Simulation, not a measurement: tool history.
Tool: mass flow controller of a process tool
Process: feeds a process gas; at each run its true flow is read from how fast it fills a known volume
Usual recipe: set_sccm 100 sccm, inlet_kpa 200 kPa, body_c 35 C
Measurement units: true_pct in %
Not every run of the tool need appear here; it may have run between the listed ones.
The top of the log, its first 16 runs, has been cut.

run	hour	set_sccm	inlet_kpa	body_c	hours of work since the controller was set to zero	hours of work since the controller was changed	true_pct
17	2498.2	151	200	35	6270	6270	103.28
18	2733.5	151	200	35	6417	6417	103.33
19	2921.7	66	200	28	6534	6534	102.08
20	3136.8	56	200	28	6668	6668	102.03
21	3369.1	51	144	23	6813	6813	101.42
22	3538.6	100	200	22	6919	6919	102.26
23	3763.2	33	246	22	7059	7059	100.59
24	3908.5	33	204	26	7149	7149	101.02
25	4029.7	33	204	26	7225	7225	101.1
26	4184.1	28	200	33	7321	7321	101.17
27	4349.4	70	158	35	7424	7424	103.18
28	4477.4	199	208	35	7504	7504	104.13
29	4612.8	20	192	23	7588	7588	99.52
30	4816.1	63	188	25	7715	7715	102.37
31	5034	63	188	25	7851	7851	102.28
32	5130.2	63	188	25	7911	7911	102.36
33	5226.2	63	188	25	7971	7971	102.31
# hour 5450: controller's zero set anew
34	5450	44	277	28	0	8110	103.38
35	5663.7	51	148	38	133	8243	104.73

5 options for the next run, each taken on its own from the tool as it stands now. Forecast them:
A	5820.9	195	200	35	231	8341	?
B	5820.9	30	200	33	231	8341	?
C	5820.9	152	200	22	231	8341	?
D	5820.9	100	207	30	231	8341	?
E	5820.9	63	200	35	231	8341	?

run	true_pct
A	104.74
B	104.02
C	103.55
D	104.08
E	104.39
Take away the tool's hidden state, keep each run's random variation, and the runs would have read:
run	true_pct
A	100.86
B	100.35
C	99.68
D	100.23
E	100.59
